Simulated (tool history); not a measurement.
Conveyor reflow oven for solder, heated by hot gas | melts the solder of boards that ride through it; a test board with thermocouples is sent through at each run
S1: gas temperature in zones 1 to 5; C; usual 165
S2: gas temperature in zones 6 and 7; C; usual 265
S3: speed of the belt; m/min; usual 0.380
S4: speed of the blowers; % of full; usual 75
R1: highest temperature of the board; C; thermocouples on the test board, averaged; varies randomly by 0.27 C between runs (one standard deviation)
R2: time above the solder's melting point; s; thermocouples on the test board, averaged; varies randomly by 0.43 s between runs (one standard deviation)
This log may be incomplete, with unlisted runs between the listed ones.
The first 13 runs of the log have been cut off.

run     day   S1   S2     S3  S4     R1     R2
 14   4.629  165  269  0.380  75  259.6  101.8
 15   5.008  165  269  0.380  75  259.2  101.1
 16   5.258  165  269  0.330  80  262.6  122.5
 17   5.617  165  265  0.411  75  253.5   86.8
 18   5.954  163  276  0.340  76  268.9  121.4
 19   6.362  163  276  0.340  76  268.5  122.0
 20   6.804  163  254  0.340  76  247.8  101.0
 21   7.062  174  275  0.432  73  262.6   93.7
 22   7.438  160  272  0.351  53  260.7  107.4
 23   7.758  171  272  0.356  73  264.4  115.6
 24   8.025  166  260  0.356  69  251.2  101.2
 25   8.371  166  260  0.356  69  252.3  101.9
 26   8.692  166  260  0.316  69  253.8  119.9
 27   9.167  177  260  0.380  51  248.7   94.4
 28   9.517  165  265  0.369  59  254.4   98.4
 29   9.767  169  257  0.310  90  252.5  124.8
 30  10.254  165  265  0.314  53  257.1  121.3

Predict each of these 3 candidate next runs independently; none follows another, all start after run 30:
  A  10.650  169  265  0.405  66   ?   ?
  B  10.650  165  265  0.380  82   ?   ?
  C  10.650  173  265  0.366  57   ?   ?

run     R1     R2
  A  252.8   90.8
  B  256.1   98.6
  C  255.0  104.3
Without the tool's hidden state the same runs would have given:
run     R1     R2
  A  253.0   90.9
  B  256.3   98.7
  C  255.2  104.4
